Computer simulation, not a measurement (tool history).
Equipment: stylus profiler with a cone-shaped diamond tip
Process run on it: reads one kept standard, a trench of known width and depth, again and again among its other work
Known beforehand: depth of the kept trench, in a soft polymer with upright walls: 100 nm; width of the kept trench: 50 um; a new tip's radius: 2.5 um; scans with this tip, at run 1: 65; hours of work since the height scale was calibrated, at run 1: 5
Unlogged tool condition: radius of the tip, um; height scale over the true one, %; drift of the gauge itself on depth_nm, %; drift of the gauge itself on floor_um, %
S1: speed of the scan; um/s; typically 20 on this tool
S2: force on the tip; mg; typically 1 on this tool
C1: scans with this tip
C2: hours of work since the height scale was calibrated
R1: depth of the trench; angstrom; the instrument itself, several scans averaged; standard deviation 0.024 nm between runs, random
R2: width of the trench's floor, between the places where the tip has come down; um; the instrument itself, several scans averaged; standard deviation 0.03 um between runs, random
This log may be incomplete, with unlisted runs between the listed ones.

| run | hour | S1 | S2 | C1 | C2 | R1 | R2 |
|---|---|---|---|---|---|---|---|
| 1 | 0 | 20 | 1 | 65 | 5 | 1009.4 | 48.41 |
| 2 | 68.2 | 20 | 1 | 632 | 45 | 1009 | 48.41 |
| 3 | 116.1 | 20 | 0.47 | 1029 | 73 | 1005.3 | 48.31 |
| 4 | 160.4 | 20 | 0.47 | 1397 | 99 | 1005.5 | 48.25 |
| 5 | 211.1 | 20 | 1 | 1819 | 129 | 1009 | 48.35 |
| 6 | 249.6 | 20 | 1.3 | 2138 | 152 | 1010.5 | 48.35 |
| 7 | 327.2 | 20 | 1.3 | 2783 | 198 | 1010.8 | 48.37 |
| 8 | 367.7 | 19 | 1 | 3120 | 222 | 1009.2 | 48.31 |
| 9 | 421.7 | 19 | 1 | 3568 | 254 | 1008.7 | 48.34 |
| 10 | 496 | 20 | 1 | 4186 | 298 | 1009.1 | 48.27 |
| 11 | 550 | 20 | 1 | 4634 | 330 | 1008.1 | 48.28 |
| 12 | 622 | 20 | 1 | 5232 | 372 | 1008.4 | 48.3 |
| 13 | 707.4 | 20 | 1 | 5942 | 423 | 1008.9 | 48.26 |
| 14 | 754.8 | 20 | 1 | 6336 | 451 | 1008.6 | 48.23 |
|  | 762.7 | height scale calibrated on a step standard |
| 15 | 839 | 20 | 2.1 | 7031 | 45 | 1013.4 | 48.32 |
| 16 | 880.9 | 20 | 2.1 | 7379 | 70 | 1014 | 48.28 |
| 17 | 952.7 | 15 | 0.35 | 7975 | 112 | 1003.7 | 48.11 |
| 18 | 1017.6 | 36 | 2.15 | 8515 | 151 | 1013.6 | 48.06 |
| 19 | 1086.2 | 76 | 0.67 | 9084 | 191 | 1006.1 | 47.61 |
| 20 | 1132.3 | 5 | 2.64 | 9468 | 218 | 1015.6 | 48.28 |
|  | 1151.4 | height scale calibrated on a step standard, once more |
| 21 | 1187.6 | 60 | 1 | 9923 | 21 | 1009.5 | 47.82 |
| 22 | 1235.7 | 63 | 1.64 | 10323 | 50 | 1012.8 | 47.91 |
| 23 | 1291.4 | 29 | 1.22 | 10785 | 83 | 1010.8 | 48.11 |
| 24 | 1361.8 | 29 | 1.22 | 11370 | 124 | 1010.2 | 48.1 |
| 25 | 1448 | 29 | 1.22 | 12086 | 175 | 1010.2 | 48.04 |
| 26 | 1495.8 | 54 | 0.36 | 12483 | 204 | 1004.6 | 47.55 |
| 27 | 1571.8 | 17 | 1.91 | 13115 | 249 | 1013.6 | 48.12 |
| 28 | 1657.4 | 17 | 1.91 | 13825 | 299 | 1013.9 | 48.08 |
| 29 | 1701.9 | 6 | 0.74 | 14195 | 325 | 1007.1 | 48.12 |
| 30 | 1752.3 | 10 | 0.68 | 14614 | 355 | 1006.8 | 48.08 |
| 31 | 1826.9 | 10 | 0.68 | 15233 | 399 | 1006.4 | 48.05 |

Predict each of these 5 candidate next runs independently; none follows another, all start after run 31:
| A | 1865.8 | 20 | 0.43 | 15557 | 422 | ? | ? |
| B | 1865.8 | 5 | 1 | 15557 | 422 | ? | ? |
| C | 1865.8 | 9 | 2.76 | 15557 | 422 | ? | ? |
| D | 1865.8 | 10 | 0.52 | 15557 | 422 | ? | ? |
| E | 1865.8 | 58 | 2.81 | 15557 | 422 | ? | ? |

| run | R1 | R2 |
|---|---|---|
| A | 1004.8 | 47.94 |
| B | 1008.7 | 48.12 |
| C | 1017.9 | 48.15 |
| D | 1005.4 | 48.05 |
| E | 1017.9 | 47.93 |
With the hidden condition removed and each run's random variation left untouched, the same runs would have given:
| run | R1 | R2 |
|---|---|---|
| A | 1005.2 | 48.37 |
| B | 1009.1 | 48.55 |
| C | 1018.3 | 48.58 |
| D | 1005.8 | 48.48 |
| E | 1018.3 | 48.36 |
